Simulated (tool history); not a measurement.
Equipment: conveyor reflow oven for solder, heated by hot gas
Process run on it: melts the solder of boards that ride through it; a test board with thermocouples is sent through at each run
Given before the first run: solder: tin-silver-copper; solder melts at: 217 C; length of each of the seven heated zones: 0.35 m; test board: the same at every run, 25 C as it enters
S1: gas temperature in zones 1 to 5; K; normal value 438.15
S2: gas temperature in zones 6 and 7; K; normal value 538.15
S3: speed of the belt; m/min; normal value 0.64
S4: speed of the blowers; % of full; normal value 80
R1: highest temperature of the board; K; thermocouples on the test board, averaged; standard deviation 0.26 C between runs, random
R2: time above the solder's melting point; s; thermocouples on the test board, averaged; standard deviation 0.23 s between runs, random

run 1 hour=0 | S1=438.15 S2=538.15 S3=0.64 S4=80 | R1=520.05 R2=43.8
run 2 hour=14.1 | S1=438.15 S2=538.15 S3=0.64 S4=80 | R1=519.95 R2=43.9
run 3 hour=33.3 | S1=438.15 S2=538.15 S3=0.64 S4=80 | R1=519.75 R2=43.6
run 4 hour=47.8 | S1=438.15 S2=538.15 S3=0.64 S4=80 | R1=519.75 R2=42.9
run 5 hour=61.4 | S1=438.15 S2=538.15 S3=0.64 S4=88 | R1=521.25 R2=44.2
run 6 hour=78.9 | S1=438.15 S2=538.15 S3=0.64 S4=88 | R1=521.05 R2=44.3
run 7 hour=95.6 | S1=438.15 S2=538.15 S3=0.64 S4=88 | R1=520.85 R2=43.8
run 8 hour=111.3 | S1=438.15 S2=538.15 S3=0.64 S4=80 | R1=519.55 R2=42.8
run 9 hour=120.5 | S1=438.15 S2=538.15 S3=0.64 S4=80 | R1=519.75 R2=43.2
run 10 hour=139.2 | S1=438.15 S2=553.15 S3=0.64 S4=80 | R1=532.85 R2=50.7
run 11 hour=151.1 | S1=438.15 S2=553.15 S3=0.64 S4=80 | R1=532.95 R2=50.6
run 12 hour=167.2 | S1=438.15 S2=538.15 S3=0.64 S4=80 | R1=519.25 R2=42.5
run 13 hour=187.4 | S1=438.15 S2=550.15 S3=0.64 S4=80 | R1=529.55 R2=49.2
run 14 hour=206.7 | S1=438.15 S2=538.15 S3=0.64 S4=80 | R1=518.95 R2=42.7
run 15 hour=215.9 | S1=438.15 S2=538.15 S3=0.752 S4=80 | R1=513.15 R2=30.4
run 16 hour=226.3 | S1=438.15 S2=538.15 S3=0.752 S4=80 | R1=513.15 R2=30.1
run 17 hour=243.7 | S1=438.15 S2=538.15 S3=0.752 S4=80 | R1=512.95 R2=30.3
-- hour=249.8 flux residue cleaned out of gas plates and filters
run 18 hour=267.8 | S1=438.15 S2=538.15 S3=0.752 S4=80 | R1=511.45 R2=28.4
run 19 hour=280.8 | S1=428.15 S2=536.15 S3=0.752 S4=80 | R1=506.85 R2=22.9
run 20 hour=292.4 | S1=453.15 S2=533.15 S3=0.64 S4=61 | R1=513.55 R2=41.9
-- hour=314.6 flux residue cleaned out of gas plates and filters, once more
run 21 hour=315.9 | S1=437.15 S2=538.15 S3=0.692 S4=80 | R1=519.25 R2=38.6
run 22 hour=325.1 | S1=443.15 S2=527.15 S3=0.545 S4=52 | R1=512.45 R2=46.1
run 23 hour=336 | S1=443.15 S2=527.15 S3=0.545 S4=52 | R1=512.25 R2=46
run 24 hour=353.1 | S1=443.15 S2=551.15 S3=0.675 S4=52 | R1=524.65 R2=44
run 25 hour=361.4 | S1=443.15 S2=551.15 S3=0.641 S4=52 | R1=526.95 R2=48.7
run 26 hour=374 | S1=443.15 S2=551.15 S3=0.641 S4=52 | R1=527.15 R2=48.6
run 27 hour=384.9 | S1=443.15 S2=551.15 S3=0.641 S4=52 | R1=526.85 R2=48.5
run 28 hour=396.9 | S1=442.15 S2=538.15 S3=0.734 S4=58 | R1=512.35 R2=30.9
run 29 hour=410.3 | S1=436.15 S2=538.15 S3=0.66 S4=80 | R1=519.25 R2=41
run 30 hour=423.1 | S1=436.15 S2=538.15 S3=0.66 S4=80 | R1=519.85 R2=41
run 31 hour=433.2 | S1=438.15 S2=531.15 S3=0.631 S4=80 | R1=514.85 R2=40.5

Some steps in R1 between neighbouring runs. How much of each would the tool show without its hidden state too (settings, what came in, random variation), and how much is left for the hidden state, with any gauge scatter that isn't in both results?
What the log doesn't record here: heat that the gas passes to the board, % of a clean oven's; belt's true speed, % of the reading; true gas temperature in zones 6 and 7 over the reading, C; drift of the gauge itself on peak_c, C; drift of the gauge itself on liquid_s, %.
Run 9 -> 10: S2 538.15 -> 553.15. R1 +13.1 K: hidden state -0.2, all else +13.3.
Run 11 -> 12: S2 553.15 -> 538.15. R1 -13.7 K: hidden state +0.1, all else -13.8.
Run 17 -> 18: flux residue cleaned out of gas plates and filters. R1 -1.5 K: hidden state -1.5, all else +0.
Run 19 -> 20: S1 428.15 -> 453.15, S2 536.15 -> 533.15, S3 0.752 -> 0.64, S4 80 -> 61. R1 +6.7 K: hidden state +1.6, all else +5.1.
Run 20 -> 21: S1 453.15 -> 437.15, S2 533.15 -> 538.15, S3 0.64 -> 0.692, S4 61 -> 80, flux residue cleaned out of gas plates and filters, once more. R1 +5.7 K: hidden state +3.1, all else +2.6.
Run 27 -> 28: S1 443.15 -> 442.15, S2 551.15 -> 538.15, S3 0.641 -> 0.734, S4 52 -> 58. R1 -14.5 K: hidden state +0, all else -14.5.

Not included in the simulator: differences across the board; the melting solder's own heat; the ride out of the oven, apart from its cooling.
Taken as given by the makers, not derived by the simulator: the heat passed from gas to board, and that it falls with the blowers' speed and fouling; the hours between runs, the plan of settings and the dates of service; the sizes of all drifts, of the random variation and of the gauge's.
